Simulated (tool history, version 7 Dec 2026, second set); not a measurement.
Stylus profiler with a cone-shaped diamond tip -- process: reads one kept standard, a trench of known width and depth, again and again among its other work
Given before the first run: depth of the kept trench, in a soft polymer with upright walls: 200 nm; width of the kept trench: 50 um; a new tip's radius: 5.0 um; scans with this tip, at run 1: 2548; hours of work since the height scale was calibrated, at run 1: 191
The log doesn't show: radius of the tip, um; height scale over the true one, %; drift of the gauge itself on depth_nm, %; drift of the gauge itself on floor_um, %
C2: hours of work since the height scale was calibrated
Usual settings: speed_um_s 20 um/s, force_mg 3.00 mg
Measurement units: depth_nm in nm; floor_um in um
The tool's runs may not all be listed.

run 1 hour=0.0 | speed_um_s=20 force_mg=3.00 | scans_with_this_tip=2548 C2=191 | depth_nm=203.48 floor_um=46.97
run 2 hour=15.6 | speed_um_s=20 force_mg=3.00 | scans_with_this_tip=2671 C2=201 | depth_nm=203.48 floor_um=46.97
run 3 hour=22.7 | speed_um_s=20 force_mg=3.00 | scans_with_this_tip=2726 C2=205 | depth_nm=203.50 floor_um=46.94
run 4 hour=31.2 | speed_um_s=52 force_mg=3.00 | scans_with_this_tip=2793 C2=210 | depth_nm=203.53 floor_um=46.83
run 5 hour=44.3 | speed_um_s=20 force_mg=2.86 | scans_with_this_tip=2896 C2=218 | depth_nm=203.43 floor_um=46.98
run 6 hour=53.5 | speed_um_s=20 force_mg=2.86 | scans_with_this_tip=2968 C2=223 | depth_nm=203.35 floor_um=46.88
run 7 hour=63.5 | speed_um_s=20 force_mg=3.00 | scans_with_this_tip=3047 C2=229 | depth_nm=203.50 floor_um=46.92
run 8 hour=70.4 | speed_um_s=62 force_mg=3.00 | scans_with_this_tip=3101 C2=233 | depth_nm=203.48 floor_um=46.77
run 9 hour=78.3 | speed_um_s=34 force_mg=4.60 | scans_with_this_tip=3163 C2=238 | depth_nm=204.60 floor_um=46.82
run 10 hour=90.0 | speed_um_s=6 force_mg=2.83 | scans_with_this_tip=3255 C2=245 | depth_nm=203.39 floor_um=46.95
run 11 hour=98.4 | speed_um_s=46 force_mg=3.79 | scans_with_this_tip=3321 C2=250 | depth_nm=204.06 floor_um=46.88
-- hour=100.0 height scale calibrated on a step standard
run 12 hour=112.6 | speed_um_s=20 force_mg=8.60 | scans_with_this_tip=3429 C2=7 | depth_nm=207.00 floor_um=46.89
run 13 hour=119.7 | speed_um_s=74 force_mg=7.99 | scans_with_this_tip=3485 C2=12 | depth_nm=206.69 floor_um=46.80
run 14 hour=129.7 | speed_um_s=74 force_mg=7.99 | scans_with_this_tip=3563 C2=18 | depth_nm=206.69 floor_um=46.77
run 15 hour=142.5 | speed_um_s=74 force_mg=7.99 | scans_with_this_tip=3663 C2=25 | depth_nm=206.71 floor_um=46.75
run 16 hour=155.4 | speed_um_s=6 force_mg=1.27 | scans_with_this_tip=3764 C2=33 | depth_nm=202.14 floor_um=46.89

Below are 4 alternative next runs, each starting from the tool's condition after run 16. Predict each:
run A hour=162.1 | speed_um_s=44 force_mg=4.38 | scans_with_this_tip=3817 C2=37 | depth_nm=? floor_um=?
run B hour=162.1 | speed_um_s=24 force_mg=2.33 | scans_with_this_tip=3817 C2=37 | depth_nm=? floor_um=?
run C hour=162.1 | speed_um_s=43 force_mg=8.16 | scans_with_this_tip=3817 C2=37 | depth_nm=? floor_um=?
run D hour=162.1 | speed_um_s=33 force_mg=2.55 | scans_with_this_tip=3817 C2=37 | depth_nm=? floor_um=?

run=A depth_nm=204.56 floor_um=46.81
run=B depth_nm=203.03 floor_um=46.81
run=C depth_nm=206.83 floor_um=46.81
run=D depth_nm=203.24 floor_um=46.80
Had the tool no hidden state, the same runs would have come out as:
run=A depth_nm=204.32 floor_um=47.10
run=B depth_nm=202.79 floor_um=47.10
run=C depth_nm=206.59 floor_um=47.10
run=D depth_nm=203.00 floor_um=47.09

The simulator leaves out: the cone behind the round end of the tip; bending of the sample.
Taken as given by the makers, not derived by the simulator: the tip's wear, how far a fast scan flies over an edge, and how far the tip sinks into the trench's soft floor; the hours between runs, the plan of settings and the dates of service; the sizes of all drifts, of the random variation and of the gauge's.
